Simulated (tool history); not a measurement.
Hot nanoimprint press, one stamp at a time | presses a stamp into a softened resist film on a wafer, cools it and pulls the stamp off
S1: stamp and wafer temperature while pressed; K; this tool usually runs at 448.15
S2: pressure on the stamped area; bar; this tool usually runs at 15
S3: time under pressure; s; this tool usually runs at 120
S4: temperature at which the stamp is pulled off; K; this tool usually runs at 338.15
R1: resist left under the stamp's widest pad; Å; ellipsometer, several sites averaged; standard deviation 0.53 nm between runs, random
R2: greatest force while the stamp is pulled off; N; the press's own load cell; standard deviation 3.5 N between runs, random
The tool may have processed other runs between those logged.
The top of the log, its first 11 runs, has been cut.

run   hour      S1    S2   S3      S4    R1   R2
 12    214  448.15    15  120  338.15   816  195
 13  231.6  448.15    15  120  338.15   815  202
 14  247.5  448.15    15  120  338.15   799  209
 15  269.7  448.15    15  120  338.15   816  205
 16  284.3  448.15  13.9  120  338.15   846  214
 17  295.7  437.15  23.7   89  338.15  1199  217
 18  307.8  437.15  23.7   89  338.15  1199  230
 19  329.6  452.15    21   93  338.15   642  224
     342.9  -- press's hydraulic seals changed and the load cell set to zero
     366.2  -- plate thermocouple calibrated
 20  367.2  454.15  12.9   93  338.15   708  238
 21  386.4  455.15    12   93  338.15   713  233
 22  403.3  455.15    12   93  338.15   721  242
 23  420.2  455.15    12   93  340.15   723  249
 24  439.2  455.15    12   93  341.15   717  251
 25  453.3  438.15  14.5   91  339.15  1329  255
 26  464.6  438.15  14.5   91  339.15  1332  255
 27  491.3  438.15  14.5   91  339.15  1342  268
 28    515  438.15  14.5   91  339.15  1344  263
 29  536.5  454.15   9.7  135  343.15   731  262
 30  555.9  442.15  13.4  156  323.15   997  300

What if the next run were any one of these 4? Each begins from the tool's condition after run 30:
     574.1  -- stamp cleaned and given a new release coat
  A  582.4  448.15    15   67  330.15   ?   ?
     574.1  -- stamp cleaned and given a new release coat
  B  582.4  447.15    15  120  338.15   ?   ?
     574.1  -- stamp cleaned and given a new release coat
  C  582.4  452.15  19.8  120  338.15   ?   ?
     574.1  -- stamp cleaned and given a new release coat
  D  582.4  451.15    16  156  329.15   ?   ?

run   R1   R2
  A  986  171
  B  847  166
  C  587  167
  D  608  177
Had the tool no hidden state, the same runs would have come out as:
run   R1   R2
  A  961  168
  B  823  164
  C  569  165
  D  590  174

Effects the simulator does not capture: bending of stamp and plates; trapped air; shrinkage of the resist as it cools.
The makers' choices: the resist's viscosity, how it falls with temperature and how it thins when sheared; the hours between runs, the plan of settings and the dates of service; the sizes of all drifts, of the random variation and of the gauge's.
